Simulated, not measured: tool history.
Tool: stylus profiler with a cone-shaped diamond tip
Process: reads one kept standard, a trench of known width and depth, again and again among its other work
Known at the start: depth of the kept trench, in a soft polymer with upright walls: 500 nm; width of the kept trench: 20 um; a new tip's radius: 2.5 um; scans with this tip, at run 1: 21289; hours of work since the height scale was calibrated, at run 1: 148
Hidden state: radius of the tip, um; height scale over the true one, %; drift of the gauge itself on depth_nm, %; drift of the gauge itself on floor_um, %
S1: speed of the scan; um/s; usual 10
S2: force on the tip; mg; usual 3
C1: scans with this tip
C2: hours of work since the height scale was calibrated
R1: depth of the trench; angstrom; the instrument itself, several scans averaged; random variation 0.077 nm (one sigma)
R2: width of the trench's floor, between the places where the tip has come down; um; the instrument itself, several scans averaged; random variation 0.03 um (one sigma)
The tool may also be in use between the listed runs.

run 1 hour=0 | S1=10 S2=3 | C1=21289 C2=148 | R1=5031.1 R2=15.28
run 2 hour=88.6 | S1=3 S2=3 | C1=21869 C2=187 | R1=5030 R2=15.22
run 3 hour=144.8 | S1=3 S2=3 | C1=22238 C2=213 | R1=5028.3 R2=15.23
run 4 hour=201.3 | S1=39 S2=3 | C1=22609 C2=238 | R1=5029.1 R2=15.14
run 5 hour=248.4 | S1=13 S2=3 | C1=22917 C2=259 | R1=5030.1 R2=15.2
run 6 hour=289.7 | S1=13 S2=3 | C1=23188 C2=278 | R1=5027.5 R2=15.15
run 7 hour=386.5 | S1=17 S2=3.41 | C1=23823 C2=321 | R1=5030.7 R2=15.1
run 8 hour=440.9 | S1=6 S2=3 | C1=24180 C2=346 | R1=5028 R2=15.09
run 9 hour=504.4 | S1=10 S2=3.17 | C1=24596 C2=374 | R1=5029.1 R2=15.13
run 10 hour=586.2 | S1=10 S2=3.17 | C1=25133 C2=411 | R1=5029.1 R2=15.06
run 11 hour=652.7 | S1=29 S2=6.78 | C1=25568 C2=441 | R1=5051.4 R2=14.94

Forecast each of these 5 alternatives for the next run:
run A hour=711.8 | S1=5 S2=4.96 | C1=25956 C2=467 | R1=? R2=?
run B hour=711.8 | S1=3 S2=2.15 | C1=25956 C2=467 | R1=? R2=?
run C hour=711.8 | S1=10 S2=6.96 | C1=25956 C2=467 | R1=? R2=?
run D hour=711.8 | S1=29 S2=1.03 | C1=25956 C2=467 | R1=? R2=?
run E hour=711.8 | S1=10 S2=3.77 | C1=25956 C2=467 | R1=? R2=?

run=A R1=5040 R2=14.94
run=B R1=5018.5 R2=14.98
run=C R1=5051.6 R2=14.97
run=D R1=5008.7 R2=14.89
run=E R1=5032.9 R2=14.95
Without the tool's hidden state the same runs would have given:
run=A R1=5047.9 R2=16.95
run=B R1=5026.4 R2=16.98
run=C R1=5059.6 R2=16.97
run=D R1=5016.6 R2=16.9
run=E R1=5040.9 R2=16.96
